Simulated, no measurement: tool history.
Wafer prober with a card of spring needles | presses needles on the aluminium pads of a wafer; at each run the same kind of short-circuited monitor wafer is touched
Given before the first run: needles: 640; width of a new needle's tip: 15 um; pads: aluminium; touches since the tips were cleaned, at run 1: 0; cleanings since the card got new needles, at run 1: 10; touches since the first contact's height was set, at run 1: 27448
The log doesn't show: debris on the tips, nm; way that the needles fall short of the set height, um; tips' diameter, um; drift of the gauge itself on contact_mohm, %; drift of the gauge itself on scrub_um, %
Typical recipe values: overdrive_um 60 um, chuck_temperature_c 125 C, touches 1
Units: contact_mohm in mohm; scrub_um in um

run,day,overdrive_um,chuck_temperature_c,touches,touches since the tips were cleaned,cleanings since the card got new needles,touches since the first contact's height was set,contact_mohm,scrub_um
1,0,60,125,1,0,10,27448,141,13.51
# day 0.396: tips cleaned on abrasive film
# day 0.758: tips cleaned on abrasive film
2,0.758,60,125,1,0,12,33175,138,13.55
# day 1.146: tips cleaned on abrasive film
# day 1.488: tips cleaned on abrasive film
# day 1.875: tips cleaned on abrasive film
3,1.954,60,125,1,597,15,42194,141,13.35
# day 2.258: tips cleaned on abrasive film
4,2.558,60,125,1,2281,16,46754,139,13.49
# day 2.629: tips cleaned on abrasive film
# day 2.979: tips cleaned on abrasive film
5,3.096,67,125,1,867,18,50781,142,15
# day 3.312: tips cleaned on abrasive film
# day 3.646: tips cleaned on abrasive film
# day 4.017: tips cleaned on abrasive film
6,4.112,60,125,1,740,21,58452,141,13.45
# day 4.342: tips cleaned on abrasive film
# day 4.662: tips cleaned on abrasive film
# day 5.012: tips cleaned on abrasive film
# day 5.333: tips cleaned on abrasive film
7,5.333,60,125,1,0,25,67624,139,13.34
# day 5.712: tips cleaned on abrasive film
# day 6.058: tips cleaned on abrasive film
# day 6.433: tips cleaned on abrasive film
8,6.554,60,125,1,906,28,76836,142,13.25
# day 6.775: tips cleaned on abrasive film
# day 7.112: tips cleaned on abrasive film
9,7.225,60,79,1,856,30,81886,132,13.21
# day 7.442: tips cleaned on abrasive film
# day 7.804: tips cleaned on abrasive film
10,7.996,60,79,1,1460,32,87701,134,13.28
# day 8.154: tips cleaned on abrasive film
# day 8.529: tips cleaned on abrasive film
11,8.55,60,79,1,178,34,91868,135,13.2
# day 8.921: tips cleaned on abrasive film
# day 9.271: tips cleaned on abrasive film
# day 9.621: tips cleaned on abrasive film
12,9.658,44,37,1,275,37,100205,127,9.77
# day 9.975: tips cleaned on abrasive film
# day 10.338: tips cleaned on abrasive film
13,10.512,49,97,2,1349,39,106665,136,10.81
# day 10.671: tips cleaned on abrasive film
# day 11.054: tips cleaned on abrasive film
14,11.254,49,97,2,1533,41,112256,136,10.78
# day 11.412: tips cleaned on abrasive film
# day 11.75: tips cleaned on abrasive film
15,12.062,49,97,2,2373,43,118359,139,10.68
# day 12.146: tips cleaned on abrasive film
# day 12.529: tips cleaned on abrasive film
# day 12.879: tips cleaned on abrasive film
16,12.888,49,97,2,54,46,124542,139,10.88
# day 13.258: tips cleaned on abrasive film
# day 13.575: tips cleaned on abrasive film
17,13.888,57,36,1,2371,48,132104,129,12.38
# day 13.958: tips cleaned on abrasive film
# day 14.354: tips cleaned on abrasive film
18,14.421,57,36,1,515,50,136102,128,12.57
# day 14.708: tips cleaned on abrasive film
# day 15.05: tips cleaned on abrasive film
# day 15.258: gauge calibrated
# day 15.412: tips cleaned on abrasive film
19,15.412,78,52,2,0,53,143588,130,17.38
# day 15.771: tips cleaned on abrasive film
# day 16.1: tips cleaned on abrasive film
# day 16.458: tips cleaned on abrasive film
20,16.646,78,52,2,1411,56,152878,128,17.47
# day 16.779: tips cleaned on abrasive film
# day 17.125: tips cleaned on abrasive film
21,17.188,60,125,2,486,58,156962,139,13.35
# day 17.471: tips cleaned on abrasive film
# day 17.817: tips cleaned on abrasive film
# day 18.188: tips cleaned on abrasive film
# day 18.2: height of the first contact set anew
22,18.246,60,125,2,358,61,358,138,13.43

Each run again, without the hidden state but with its own random variation kept:
run,scrub_um
1,13.51
2,13.57
3,13.4
4,13.56
5,15.08
6,13.55
7,13.47
8,13.41
9,13.38
10,13.47
11,13.41
12,9.94
13,11.02
14,11.01
15,10.92
16,11.14
17,12.7
18,12.91
19,17.39
20,17.52
21,13.4
22,13.5
contact_mohm: differs from the measured result by no more than 1 mohm in any run.
